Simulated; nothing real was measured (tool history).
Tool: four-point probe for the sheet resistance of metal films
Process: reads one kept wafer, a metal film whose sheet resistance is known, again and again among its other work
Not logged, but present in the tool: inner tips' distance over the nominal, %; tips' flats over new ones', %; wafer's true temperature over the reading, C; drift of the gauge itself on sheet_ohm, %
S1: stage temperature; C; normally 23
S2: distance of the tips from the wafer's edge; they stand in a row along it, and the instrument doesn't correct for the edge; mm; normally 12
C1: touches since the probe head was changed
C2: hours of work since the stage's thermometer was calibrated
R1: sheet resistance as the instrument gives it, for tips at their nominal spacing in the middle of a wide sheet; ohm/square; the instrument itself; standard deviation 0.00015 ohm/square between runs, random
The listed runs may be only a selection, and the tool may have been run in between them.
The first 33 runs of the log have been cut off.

run 34 hour=1081.2 | S1=32 S2=6 | C1=89321 C2=1551 | R1=0.730568
-- hour=1088.5 stage's thermometer calibrated
run 35 hour=1105.8 | S1=27 S2=21 | C1=90295 C2=11 | R1=0.724076
run 36 hour=1151.2 | S1=27 S2=21 | C1=92130 C2=41 | R1=0.723884
run 37 hour=1193.5 | S1=27 S2=21 | C1=93840 C2=68 | R1=0.72392
run 38 hour=1219.4 | S1=30 S2=37 | C1=94888 C2=85 | R1=0.725461
run 39 hour=1249.5 | S1=30 S2=20 | C1=96103 C2=104 | R1=0.72567
run 40 hour=1278.2 | S1=19 S2=17 | C1=97264 C2=123 | R1=0.719195
run 41 hour=1305.7 | S1=19 S2=20 | C1=98373 C2=141 | R1=0.718783
run 42 hour=1340.8 | S1=18 S2=20 | C1=99795 C2=164 | R1=0.718238
run 43 hour=1383.5 | S1=21 S2=38 | C1=101522 C2=191 | R1=0.719753
run 44 hour=1428 | S1=28 S2=12 | C1=103319 C2=220 | R1=0.724918
run 45 hour=1475 | S1=22 S2=40 | C1=105218 C2=251 | R1=0.720197

3 ways to go on from here, each from the tool as it stands after run 45. What would each give?
run A hour=1517.4 | S1=22 S2=17 | C1=106932 C2=278 | R1=?
run B hour=1517.4 | S1=18 S2=8 | C1=106932 C2=278 | R1=?
run C hour=1517.4 | S1=23 S2=60 | C1=106932 C2=278 | R1=?

run=A R1=0.72062
run=B R1=0.719979
run=C R1=0.720542
With the hidden condition removed and each run's random variation left untouched, the same runs would have given:
run=A R1=0.726661
run=B R1=0.72602
run=C R1=0.72658
